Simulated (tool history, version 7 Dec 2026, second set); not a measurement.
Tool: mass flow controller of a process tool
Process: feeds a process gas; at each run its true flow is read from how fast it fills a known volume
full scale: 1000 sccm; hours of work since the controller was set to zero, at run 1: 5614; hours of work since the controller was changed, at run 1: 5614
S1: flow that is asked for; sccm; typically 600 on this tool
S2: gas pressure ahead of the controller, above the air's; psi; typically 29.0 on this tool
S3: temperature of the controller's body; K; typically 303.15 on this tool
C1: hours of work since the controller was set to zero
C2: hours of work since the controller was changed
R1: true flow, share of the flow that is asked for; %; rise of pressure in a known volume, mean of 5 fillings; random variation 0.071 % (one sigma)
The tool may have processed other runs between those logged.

{"run": 1, "hour": 0.0, "S1": 600, "S2": 29.0, "S3": 303.15, "C1": 5614, "C2": 5614, "R1": 99.41}
{"run": 2, "hour": 151.8, "S1": 600, "S2": 29.0, "S3": 303.15, "C1": 5717, "C2": 5717, "R1": 99.42}
{"hour": 289.4, "done": "controller exchanged for a calibrated one"}
{"run": 3, "hour": 317.7, "S1": 600, "S2": 29.0, "S3": 302.15, "C1": 19, "C2": 19, "R1": 99.32}
{"run": 4, "hour": 404.9, "S1": 600, "S2": 29.0, "S3": 302.15, "C1": 79, "C2": 79, "R1": 99.26}
{"run": 5, "hour": 518.2, "S1": 600, "S2": 29.0, "S3": 302.15, "C1": 156, "C2": 156, "R1": 99.11}
{"run": 6, "hour": 625.8, "S1": 600, "S2": 23.4, "S3": 303.15, "C1": 230, "C2": 230, "R1": 99.1}
{"run": 7, "hour": 784.5, "S1": 600, "S2": 23.4, "S3": 303.15, "C1": 338, "C2": 338, "R1": 98.83}
{"run": 8, "hour": 967.5, "S1": 600, "S2": 23.4, "S3": 303.15, "C1": 463, "C2": 463, "R1": 98.83}
{"run": 9, "hour": 1119.7, "S1": 600, "S2": 23.4, "S3": 303.15, "C1": 567, "C2": 567, "R1": 98.67}
{"run": 10, "hour": 1268.9, "S1": 600, "S2": 23.4, "S3": 303.15, "C1": 669, "C2": 669, "R1": 98.43}
{"run": 11, "hour": 1389.0, "S1": 600, "S2": 23.4, "S3": 303.15, "C1": 751, "C2": 751, "R1": 98.45}
{"run": 12, "hour": 1524.9, "S1": 600, "S2": 33.2, "S3": 303.15, "C1": 844, "C2": 844, "R1": 98.09}
{"run": 13, "hour": 1668.2, "S1": 600, "S2": 33.2, "S3": 303.15, "C1": 942, "C2": 942, "R1": 97.91}
{"run": 14, "hour": 1777.5, "S1": 600, "S2": 33.2, "S3": 306.15, "C1": 1016, "C2": 1016, "R1": 97.5}
{"run": 15, "hour": 1957.6, "S1": 600, "S2": 29.0, "S3": 303.15, "C1": 1139, "C2": 1139, "R1": 97.85}
{"run": 16, "hour": 2073.8, "S1": 600, "S2": 29.0, "S3": 303.15, "C1": 1218, "C2": 1218, "R1": 97.52}
{"run": 17, "hour": 2197.5, "S1": 600, "S2": 29.0, "S3": 303.15, "C1": 1303, "C2": 1303, "R1": 97.56}
{"run": 18, "hour": 2375.5, "S1": 479, "S2": 20.6, "S3": 298.15, "C1": 1424, "C2": 1424, "R1": 97.89}
{"run": 19, "hour": 2548.2, "S1": 431, "S2": 29.7, "S3": 310.15, "C1": 1542, "C2": 1542, "R1": 96.62}
{"run": 20, "hour": 2739.7, "S1": 431, "S2": 29.7, "S3": 310.15, "C1": 1673, "C2": 1673, "R1": 96.54}
{"hour": 2801.7, "done": "gauge calibrated"}
{"run": 21, "hour": 2878.1, "S1": 431, "S2": 29.7, "S3": 310.15, "C1": 1768, "C2": 1768, "R1": 98.9}
{"run": 22, "hour": 3003.5, "S1": 530, "S2": 36.0, "S3": 299.15, "C1": 1853, "C2": 1853, "R1": 99.39}
{"run": 23, "hour": 3090.7, "S1": 357, "S2": 23.4, "S3": 310.15, "C1": 1913, "C2": 1913, "R1": 98.97}
{"run": 24, "hour": 3232.9, "S1": 198, "S2": 39.0, "S3": 310.15, "C1": 2010, "C2": 2010, "R1": 98.25}
{"run": 25, "hour": 3359.5, "S1": 198, "S2": 39.0, "S3": 310.15, "C1": 2096, "C2": 2096, "R1": 98.17}
{"run": 26, "hour": 3464.5, "S1": 198, "S2": 35.5, "S3": 297.15, "C1": 2168, "C2": 2168, "R1": 99.0}
{"run": 27, "hour": 3655.6, "S1": 185, "S2": 29.0, "S3": 296.15, "C1": 2299, "C2": 2299, "R1": 99.04}
{"run": 28, "hour": 3792.3, "S1": 185, "S2": 29.0, "S3": 296.15, "C1": 2392, "C2": 2392, "R1": 98.93}
{"run": 29, "hour": 3955.2, "S1": 321, "S2": 27.0, "S3": 294.15, "C1": 2503, "C2": 2503, "R1": 99.14}
{"run": 30, "hour": 4051.7, "S1": 103, "S2": 27.0, "S3": 300.15, "C1": 2569, "C2": 2569, "R1": 98.48}
{"run": 31, "hour": 4240.2, "S1": 909, "S2": 22.3, "S3": 307.15, "C1": 2698, "C2": 2698, "R1": 98.36}
{"run": 32, "hour": 4391.8, "S1": 640, "S2": 28.1, "S3": 298.15, "C1": 2801, "C2": 2801, "R1": 98.38}
{"run": 33, "hour": 4507.7, "S1": 640, "S2": 28.1, "S3": 305.15, "C1": 2880, "C2": 2880, "R1": 97.81}
{"run": 34, "hour": 4682.1, "S1": 304, "S2": 23.6, "S3": 308.15, "C1": 3000, "C2": 3000, "R1": 97.6}

Each row is a separate what-if for the run after 34, all from the same tool condition, not one after another. Results?
{"run": "A", "hour": 4793.2, "S1": 249, "S2": 23.6, "S3": 308.15, "C1": 3075, "C2": 3075, "R1": "?"}
{"run": "B", "hour": 4793.2, "S1": 187, "S2": 22.2, "S3": 303.15, "C1": 3075, "C2": 3075, "R1": "?"}
{"run": "C", "hour": 4793.2, "S1": 379, "S2": 23.6, "S3": 303.15, "C1": 3075, "C2": 3075, "R1": "?"}
{"run": "D", "hour": 4793.2, "S1": 141, "S2": 29.0, "S3": 303.15, "C1": 3075, "C2": 3075, "R1": "?"}

run=A R1=97.52
run=B R1=97.66
run=C R1=97.87
run=D R1=97.55
What these runs would have given with no unlogged condition in the tool:
run=A R1=99.33
run=B R1=99.48
run=C R1=99.70
run=D R1=99.36
